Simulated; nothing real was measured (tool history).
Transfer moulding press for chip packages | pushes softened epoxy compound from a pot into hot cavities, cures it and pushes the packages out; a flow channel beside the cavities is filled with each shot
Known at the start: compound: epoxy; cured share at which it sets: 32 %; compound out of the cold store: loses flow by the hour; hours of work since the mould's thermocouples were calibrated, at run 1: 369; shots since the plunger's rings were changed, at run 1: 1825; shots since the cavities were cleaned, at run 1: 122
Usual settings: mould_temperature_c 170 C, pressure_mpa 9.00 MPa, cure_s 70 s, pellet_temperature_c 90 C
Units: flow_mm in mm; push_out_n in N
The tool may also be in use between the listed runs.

run	hour	mould_temperature_c	pressure_mpa	cure_s	pellet_temperature_c	hours of work since the mould's thermocouples were calibrated	shots since the plunger's rings were changed	shots since the cavities were cleaned	incoming compound's hours out of the cold store	flow_mm	push_out_n
1	0.0	170	9.00	70	90	369	1825	122	46.7	727	677
# hour 36.0: cavities cleaned with cleaning compound and waxed
2	43.0	170	9.00	70	97	398	2513	116	27.9	805	702
3	69.7	170	8.14	70	97	417	2957	560	29.1	743	855
# hour 81.2: cavities cleaned with cleaning compound and waxed
# hour 93.6: mould's thermocouples calibrated
# hour 100.2: plunger's sealing rings changed
4	121.4	170	9.00	70	82	18	351	593	44.1	757	876
# hour 130.4: cavities cleaned with cleaning compound and waxed
5	152.3	170	9.00	70	86	39	840	364	10.7	911	912
# hour 173.1: cavities cleaned with cleaning compound and waxed
6	178.4	170	9.00	70	86	56	1248	89	8.1	914	739
7	202.1	170	9.00	70	86	73	1641	482	26.3	819	875
# hour 217.5: cavities cleaned with cleaning compound and waxed
8	236.0	170	9.00	70	86	96	2180	307	35.4	768	835
# hour 261.1: cavities cleaned with cleaning compound and waxed
9	275.3	170	9.00	70	86	123	2807	236	37.0	757	771
# hour 305.5: cavities cleaned with cleaning compound and waxed
# hour 309.8: plunger's sealing rings changed
10	309.8	170	9.00	70	86	144	0	30	20.6	872	672
11	346.3	170	9.00	70	86	170	606	636	46.1	748	866
# hour 351.3: cavities cleaned with cleaning compound and waxed
12	387.6	170	9.00	70	86	198	1267	603	35.5	788	907
# hour 394.0: cavities cleaned with cleaning compound and waxed
13	426.1	178	9.00	70	86	225	1881	532	47.0	707	668
# hour 437.0: cavities cleaned with cleaning compound and waxed
14	462.9	178	9.00	70	86	250	2467	429	18.1	822	677
# hour 480.0: cavities cleaned with cleaning compound and waxed
15	485.3	176	9.95	70	87	264	2814	88	46.5	735	552
# hour 519.0: plunger's sealing rings changed
16	522.5	173	7.68	70	90	289	59	665	22.1	791	808
# hour 526.6: cavities cleaned with cleaning compound and waxed
17	561.8	170	9.00	50	90	316	687	586	40.8	776	2127
# hour 569.7: cavities cleaned with cleaning compound and waxed
18	588.5	170	8.54	52	90	334	1105	313	13.0	867	1947
# hour 614.0: cavities cleaned with cleaning compound and waxed
19	630.8	171	9.00	70	90	362	1782	279	28.2	807	775
# hour 659.0: cavities cleaned with cleaning compound and waxed
20	673.0	170	9.00	96	98	391	2458	234	27.3	797	600
# hour 704.7: cavities cleaned with cleaning compound and waxed
21	719.3	175	9.00	94	98	423	3200	241	39.4	724	589
# hour 731.0: plunger's sealing rings changed
# hour 736.9: mould's thermocouples calibrated
22	747.1	170	8.96	50	90	7	233	628	39.3	772	2024
# hour 753.8: cavities cleaned with cleaning compound and waxed
23	779.9	172	7.82	101	96	29	753	433	29.8	746	632
# hour 798.0: cavities cleaned with cleaning compound and waxed
24	824.4	172	7.82	101	96	60	1467	438	13.0	815	660
# hour 842.6: cavities cleaned with cleaning compound and waxed
25	867.9	171	9.20	56	81	90	2165	420	36.4	776	1499

Forecast each of these 4 alternatives for the next run:
# hour 885.5: cavities cleaned with cleaning compound and waxed
A	907.7	170	9.00	70	81	117	2800	368	9.5	?	?
# hour 885.5: cavities cleaned with cleaning compound and waxed
B	907.7	176	7.72	70	90	117	2800	368	43.3	?	?
# hour 885.5: cavities cleaned with cleaning compound and waxed
C	907.7	171	7.64	87	96	117	2800	368	18.5	?	?
# hour 885.5: cavities cleaned with cleaning compound and waxed
D	907.7	174	9.00	70	90	117	2800	368	35.2	?	?

run	flow_mm	push_out_n
A	889	938
B	656	661
C	766	647
D	750	712
Without the tool's hidden state the same runs would have given:
run	flow_mm	push_out_n
A	938	647
B	692	461
C	808	454
D	792	497

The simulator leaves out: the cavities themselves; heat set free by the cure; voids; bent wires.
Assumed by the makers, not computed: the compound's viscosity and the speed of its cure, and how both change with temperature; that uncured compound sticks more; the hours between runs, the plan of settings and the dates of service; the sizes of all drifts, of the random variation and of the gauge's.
